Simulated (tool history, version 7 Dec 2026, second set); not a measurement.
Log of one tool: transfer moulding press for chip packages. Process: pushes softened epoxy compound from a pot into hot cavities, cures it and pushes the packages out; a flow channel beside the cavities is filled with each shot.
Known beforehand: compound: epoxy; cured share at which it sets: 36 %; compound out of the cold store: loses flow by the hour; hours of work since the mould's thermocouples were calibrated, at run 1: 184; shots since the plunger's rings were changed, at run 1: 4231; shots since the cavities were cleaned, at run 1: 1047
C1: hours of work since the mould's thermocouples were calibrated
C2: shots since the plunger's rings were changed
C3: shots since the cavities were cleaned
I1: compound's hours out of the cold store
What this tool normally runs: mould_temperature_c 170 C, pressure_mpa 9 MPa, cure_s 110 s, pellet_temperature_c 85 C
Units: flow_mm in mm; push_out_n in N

{"run": 1, "day": 0.0, "mould_temperature_c": 170, "pressure_mpa": 9, "cure_s": 110, "pellet_temperature_c": 85, "C1": 184, "C2": 4231, "C3": 1047, "I1": 14.9, "flow_mm": 796, "push_out_n": 637}
{"day": 0.575, "done": "cavities cleaned with cleaning compound and waxed"}
{"day": 1.008, "done": "plunger's sealing rings changed"}
{"run": 2, "day": 1.529, "mould_temperature_c": 170, "pressure_mpa": 9, "cure_s": 110, "pellet_temperature_c": 85, "C1": 204, "C2": 127, "C3": 208, "I1": 39.9, "flow_mm": 713, "push_out_n": 425}
{"run": 3, "day": 3.5, "mould_temperature_c": 170, "pressure_mpa": 9, "cure_s": 139, "pellet_temperature_c": 85, "C1": 233, "C2": 608, "C3": 689, "I1": 23.8, "flow_mm": 778, "push_out_n": 515}
{"run": 4, "day": 5.162, "mould_temperature_c": 170, "pressure_mpa": 9, "cure_s": 139, "pellet_temperature_c": 85, "C1": 257, "C2": 1013, "C3": 1094, "I1": 20.6, "flow_mm": 789, "push_out_n": 571}
{"day": 5.575, "done": "cavities cleaned with cleaning compound and waxed"}
{"run": 5, "day": 6.188, "mould_temperature_c": 170, "pressure_mpa": 9.2, "cure_s": 139, "pellet_temperature_c": 85, "C1": 271, "C2": 1249, "C3": 150, "I1": 45.3, "flow_mm": 689, "push_out_n": 390}
{"run": 6, "day": 7.096, "mould_temperature_c": 171, "pressure_mpa": 9, "cure_s": 128, "pellet_temperature_c": 87, "C1": 285, "C2": 1471, "C3": 372, "I1": 19.7, "flow_mm": 791, "push_out_n": 464}
{"run": 7, "day": 8.225, "mould_temperature_c": 171, "pressure_mpa": 9, "cure_s": 128, "pellet_temperature_c": 87, "C1": 301, "C2": 1747, "C3": 648, "I1": 23.1, "flow_mm": 771, "push_out_n": 549}
{"run": 8, "day": 10.142, "mould_temperature_c": 171, "pressure_mpa": 9, "cure_s": 128, "pellet_temperature_c": 87, "C1": 329, "C2": 2215, "C3": 1116, "I1": 33.1, "flow_mm": 722, "push_out_n": 611}
{"day": 10.396, "done": "cavities cleaned with cleaning compound and waxed"}
{"run": 9, "day": 11.396, "mould_temperature_c": 171, "pressure_mpa": 9, "cure_s": 128, "pellet_temperature_c": 87, "C1": 347, "C2": 2505, "C3": 244, "I1": 28, "flow_mm": 743, "push_out_n": 427}
{"run": 10, "day": 13.158, "mould_temperature_c": 171, "pressure_mpa": 9, "cure_s": 128, "pellet_temperature_c": 87, "C1": 373, "C2": 2936, "C3": 675, "I1": 29.3, "flow_mm": 738, "push_out_n": 529}

4 ways to go on from here, each from the tool as it stands after run 10. What would each give?
{"run": "A", "day": 14.825, "mould_temperature_c": 170, "pressure_mpa": 7.01, "cure_s": 110, "pellet_temperature_c": 85, "C1": 397, "C2": 3343, "C3": 1082, "I1": 34.7, "flow_mm": "?", "push_out_n": "?"}
{"run": "B", "day": 14.825, "mould_temperature_c": 175, "pressure_mpa": 9, "cure_s": 90, "pellet_temperature_c": 87, "C1": 397, "C2": 3343, "C3": 1082, "I1": 30.6, "flow_mm": "?", "push_out_n": "?"}
{"run": "C", "day": 14.825, "mould_temperature_c": 171, "pressure_mpa": 9, "cure_s": 128, "pellet_temperature_c": 81, "C1": 397, "C2": 3343, "C3": 1082, "I1": 46.2, "flow_mm": "?", "push_out_n": "?"}
{"run": "D", "day": 14.825, "mould_temperature_c": 170, "pressure_mpa": 8.47, "cure_s": 110, "pellet_temperature_c": 85, "C1": 397, "C2": 3343, "C3": 1082, "I1": 38.1, "flow_mm": "?", "push_out_n": "?"}

run=A flow_mm=628 push_out_n=617
run=B flow_mm=709 push_out_n=608
run=C flow_mm=659 push_out_n=596
run=D flow_mm=677 push_out_n=626
Had the tool no hidden state, the same runs would have come out as:
run=A flow_mm=653 push_out_n=332
run=B flow_mm=737 push_out_n=328
run=C flow_mm=685 push_out_n=320
run=D flow_mm=703 push_out_n=335

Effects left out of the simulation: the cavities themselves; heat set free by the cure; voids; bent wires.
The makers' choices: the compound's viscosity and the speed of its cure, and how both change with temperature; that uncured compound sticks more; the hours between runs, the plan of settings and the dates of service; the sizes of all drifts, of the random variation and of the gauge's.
